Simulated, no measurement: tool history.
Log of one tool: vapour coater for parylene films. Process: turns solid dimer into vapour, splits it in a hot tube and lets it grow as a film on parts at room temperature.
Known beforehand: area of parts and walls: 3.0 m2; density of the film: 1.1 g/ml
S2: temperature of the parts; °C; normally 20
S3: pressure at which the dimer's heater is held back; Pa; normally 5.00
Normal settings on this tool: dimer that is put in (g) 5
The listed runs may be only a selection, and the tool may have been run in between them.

{"run": 1, "hour": 0.0, "dimer that is put in (g)": 5, "S2": 20, "S3": 5.0, "thickness of the film (nm)": 990}
{"run": 2, "hour": 83.0, "dimer that is put in (g)": 5, "S2": 20, "S3": 5.0, "thickness of the film (nm)": 980}
{"run": 3, "hour": 152.4, "dimer that is put in (g)": 5, "S2": 20, "S3": 5.0, "thickness of the film (nm)": 970}
{"run": 4, "hour": 239.8, "dimer that is put in (g)": 5, "S2": 20, "S3": 5.0, "thickness of the film (nm)": 950}
{"run": 5, "hour": 312.6, "dimer that is put in (g)": 5, "S2": 20, "S3": 5.0, "thickness of the film (nm)": 940}
{"run": 6, "hour": 376.2, "dimer that is put in (g)": 5, "S2": 13, "S3": 5.0, "thickness of the film (nm)": 1100}
{"run": 7, "hour": 454.4, "dimer that is put in (g)": 5, "S2": 20, "S3": 5.0, "thickness of the film (nm)": 830}
{"run": 8, "hour": 544.5, "dimer that is put in (g)": 5, "S2": 20, "S3": 5.0, "thickness of the film (nm)": 1040}
{"run": 9, "hour": 603.1, "dimer that is put in (g)": 5, "S2": 20, "S3": 5.0, "thickness of the film (nm)": 1030}
{"run": 10, "hour": 658.9, "dimer that is put in (g)": 5, "S2": 20, "S3": 5.0, "thickness of the film (nm)": 1040}
{"run": 11, "hour": 743.9, "dimer that is put in (g)": 5, "S2": 20, "S3": 5.0, "thickness of the film (nm)": 1020}
{"run": 12, "hour": 791.6, "dimer that is put in (g)": 5, "S2": 20, "S3": 2.12, "thickness of the film (nm)": 1120}
{"run": 13, "hour": 844.9, "dimer that is put in (g)": 5, "S2": 20, "S3": 2.12, "thickness of the film (nm)": 1100}
{"run": 14, "hour": 883.1, "dimer that is put in (g)": 6, "S2": 20, "S3": 2.12, "thickness of the film (nm)": 1290}
{"run": 15, "hour": 950.2, "dimer that is put in (g)": 5, "S2": 20, "S3": 4.02, "thickness of the film (nm)": 1000}
{"run": 16, "hour": 1004.8, "dimer that is put in (g)": 5, "S2": 20, "S3": 5.0, "thickness of the film (nm)": 970}
{"run": 17, "hour": 1080.4, "dimer that is put in (g)": 5, "S2": 20, "S3": 5.0, "thickness of the film (nm)": 960}
{"run": 18, "hour": 1149.8, "dimer that is put in (g)": 5, "S2": 20, "S3": 5.0, "thickness of the film (nm)": 940}
{"run": 19, "hour": 1187.4, "dimer that is put in (g)": 5, "S2": 20, "S3": 5.0, "thickness of the film (nm)": 960}
{"run": 20, "hour": 1225.9, "dimer that is put in (g)": 5, "S2": 20, "S3": 5.0, "thickness of the film (nm)": 940}
{"run": 21, "hour": 1287.7, "dimer that is put in (g)": 5, "S2": 20, "S3": 5.0, "thickness of the film (nm)": 920}
{"run": 22, "hour": 1348.7, "dimer that is put in (g)": 5, "S2": 20, "S3": 5.0, "thickness of the film (nm)": 900}
{"run": 23, "hour": 1433.9, "dimer that is put in (g)": 3, "S2": 20, "S3": 5.0, "thickness of the film (nm)": 620}
{"run": 24, "hour": 1486.1, "dimer that is put in (g)": 3, "S2": 20, "S3": 5.0, "thickness of the film (nm)": 640}
{"run": 25, "hour": 1541.8, "dimer that is put in (g)": 3, "S2": 16, "S3": 5.0, "thickness of the film (nm)": 720}
{"run": 26, "hour": 1602.1, "dimer that is put in (g)": 5, "S2": 20, "S3": 7.43, "thickness of the film (nm)": 960}
{"run": 27, "hour": 1680.2, "dimer that is put in (g)": 5, "S2": 20, "S3": 7.43, "thickness of the film (nm)": 980}
{"run": 28, "hour": 1730.8, "dimer that is put in (g)": 5, "S2": 23, "S3": 7.43, "thickness of the film (nm)": 860}
{"run": 29, "hour": 1809.8, "dimer that is put in (g)": 2, "S2": 23, "S3": 7.43, "thickness of the film (nm)": 310}
{"run": 30, "hour": 1848.2, "dimer that is put in (g)": 5, "S2": 30, "S3": 2.96, "thickness of the film (nm)": 700}
{"run": 31, "hour": 1909.4, "dimer that is put in (g)": 2, "S2": 13, "S3": 10.18, "thickness of the film (nm)": 490}
{"run": 32, "hour": 1950.2, "dimer that is put in (g)": 5, "S2": 20, "S3": 4.89, "thickness of the film (nm)": 940}
{"run": 33, "hour": 2021.8, "dimer that is put in (g)": 5, "S2": 20, "S3": 7.89, "thickness of the film (nm)": 910}
{"run": 34, "hour": 2084.4, "dimer that is put in (g)": 5, "S2": 20, "S3": 2.17, "thickness of the film (nm)": 1000}
{"run": 35, "hour": 2122.1, "dimer that is put in (g)": 5, "S2": 32, "S3": 11.42, "thickness of the film (nm)": 570}
{"run": 36, "hour": 2199.5, "dimer that is put in (g)": 4, "S2": 27, "S3": 11.42, "thickness of the film (nm)": 510}
{"run": 37, "hour": 2282.2, "dimer that is put in (g)": 4, "S2": 27, "S3": 11.42, "thickness of the film (nm)": 560}
{"run": 38, "hour": 2349.3, "dimer that is put in (g)": 5, "S2": 22, "S3": 5.0, "thickness of the film (nm)": 960}
{"run": 39, "hour": 2387.5, "dimer that is put in (g)": 3, "S2": 16, "S3": 4.45, "thickness of the film (nm)": 730}
{"run": 40, "hour": 2469.9, "dimer that is put in (g)": 3, "S2": 16, "S3": 4.45, "thickness of the film (nm)": 690}
{"run": 41, "hour": 2543.8, "dimer that is put in (g)": 3, "S2": 17, "S3": 10.92, "thickness of the film (nm)": 630}
{"run": 42, "hour": 2591.2, "dimer that is put in (g)": 2, "S2": 25, "S3": 2.77, "thickness of the film (nm)": 330}
{"run": 43, "hour": 2662.2, "dimer that is put in (g)": 2, "S2": 27, "S3": 2.76, "thickness of the film (nm)": 310}
{"run": 44, "hour": 2724.6, "dimer that is put in (g)": 2, "S2": 27, "S3": 9.16, "thickness of the film (nm)": 270}
{"run": 45, "hour": 2781.8, "dimer that is put in (g)": 3, "S2": 20, "S3": 5.0, "thickness of the film (nm)": 570}

Removed from this log: 4 entries logged between the listed runs. Between which two listed runs does each belong, and how does the tool's hidden state at the listed run before it compare with that at the listed run after it?
In the gap between runs 5 and 6: trap's valve overhauled (hour 351.6)
  vapour lost through the trap's worn valve, %: 12.9 -> 21.8; true temperature of the parts over the reading, C: -0.03 -> -0.02
  measured value less the no-hidden-state value, thickness of the film (nm): -140 -> -300
In the gap between runs 7 and 8: trap's valve overhauled, once more (hour 490.7)
  vapour lost through the trap's worn valve, %: 23 -> 0.9; true temperature of the parts over the reading, C: 0 -> 0.02
  measured value less the no-hidden-state value, thickness of the film (nm): -240 -> -10
In the gap between runs 22 and 23: trap's valve overhauled (hour 1356.8)
  vapour lost through the trap's worn valve, %: 13.2 -> 1.2; true temperature of the parts over the reading, C: 0.18 -> 0.2
  measured value less the no-hidden-state value, thickness of the film (nm): -150 -> -10
In the gap between runs 36 and 37: trap's valve overhauled (hour 2224.2)
  vapour lost through the trap's worn valve, %: 13 -> 1.5; true temperature of the parts over the reading, C: 0.35 -> 0.37
  measured value less the no-hidden-state value, thickness of the film (nm): -80 -> -20
